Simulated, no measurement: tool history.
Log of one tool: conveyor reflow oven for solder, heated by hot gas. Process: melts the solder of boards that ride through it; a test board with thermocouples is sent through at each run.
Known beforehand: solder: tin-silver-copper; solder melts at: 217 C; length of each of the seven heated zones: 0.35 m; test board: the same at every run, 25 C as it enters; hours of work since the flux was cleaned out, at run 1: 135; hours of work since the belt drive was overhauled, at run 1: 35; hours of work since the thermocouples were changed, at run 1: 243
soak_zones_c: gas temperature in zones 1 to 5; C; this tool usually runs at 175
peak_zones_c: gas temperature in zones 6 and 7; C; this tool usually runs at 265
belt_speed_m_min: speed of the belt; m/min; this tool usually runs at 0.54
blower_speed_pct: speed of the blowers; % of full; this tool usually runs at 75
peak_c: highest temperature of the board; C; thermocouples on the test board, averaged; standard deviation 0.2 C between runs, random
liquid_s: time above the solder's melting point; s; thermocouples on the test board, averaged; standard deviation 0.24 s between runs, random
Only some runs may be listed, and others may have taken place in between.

run	hour	soak_zones_c	peak_zones_c	belt_speed_m_min	blower_speed_pct	hours of work since the flux was cleaned out	hours of work since the belt drive was overhauled	hours of work since the thermocouples were changed	peak_c	liquid_s
1	0	175	265	0.54	75	135	35	243	250.4	57.6
2	6.7	175	265	0.54	75	139	39	247	250.7	57.4
3	11.8	175	265	0.54	75	142	42	250	250.7	57.7
4	16.5	175	265	0.54	75	144	45	253	250.6	57.8
5	27.6	175	265	0.54	75	151	52	259	250.7	57.6
6	35.5	175	265	0.54	75	155	56	264	250.5	57.6
7	43.8	175	265	0.54	75	160	61	269	250.5	57.6
8	49.4	175	265	0.54	75	164	65	272	250.5	57.9
9	54.7	175	265	0.54	84	167	68	275	252	59
10	61.3	175	265	0.54	84	171	72	279	252.5	59.3
11	69.1	175	265	0.54	84	175	76	284	252.6	59.6
12	74.1	175	265	0.54	84	178	79	287	252	59.6
13	83.2	175	265	0.54	84	184	84	292	252.5	59.4
# hour 94.1: flux residue cleaned out of gas plates and filters
14	97.2	175	265	0.54	84	2	90	297	253.7	59.9
15	107.6	171	265	0.54	75	8	96	303	250.8	56.3
16	114.5	171	265	0.54	75	12	100	307	250.9	56.7
17	119.4	175	272	0.572	75	15	103	310	256.1	57.6
18	124.2	188	260	0.567	75	18	106	313	248.1	58.2
19	128.8	163	272	0.567	52	20	108	316	246.1	44.9
20	137.5	163	272	0.567	52	26	114	321	245.8	45.2
21	144.1	188	279	0.617	52	29	117	325	253.9	55.1
22	149.2	183	272	0.54	75	32	120	328	259	66.9
23	160	185	267	0.54	75	39	127	334	254.9	64.6
24	164.7	174	267	0.54	75	42	130	337	253.1	59
25	173.2	174	280	0.562	75	47	135	342	263.4	62.9
26	181.3	174	265	0.54	56	51	139	347	246.1	52.5
27	187.1	174	265	0.54	56	55	143	350	246.3	52.2
28	192.6	175	259	0.507	75	58	146	353	247.8	59.8
29	202.3	175	259	0.507	75	64	152	359	248.2	60.1
30	211.5	175	265	0.537	75	69	157	365	251.9	59.1
31	217.3	189	277	0.638	55	73	161	368	252.6	52.7

4 options for the next run, each taken on its own from the tool as it stands now. Forecast them:
A	226.4	161	259	0.611	75	78	166	373	?	?
B	226.4	189	277	0.613	57	78	166	373	?	?
C	226.4	175	265	0.55	75	78	166	373	?	?
D	226.4	189	277	0.444	67	78	166	373	?	?

run	peak_c	liquid_s
A	239.3	36.4
B	255.5	57
C	250.9	56.7
D	268.4	89.1
What these runs would have given with no unlogged condition in the tool:
run	peak_c	liquid_s
A	238.8	35.9
B	254.9	56.5
C	250.3	56.2
D	267.5	88.5
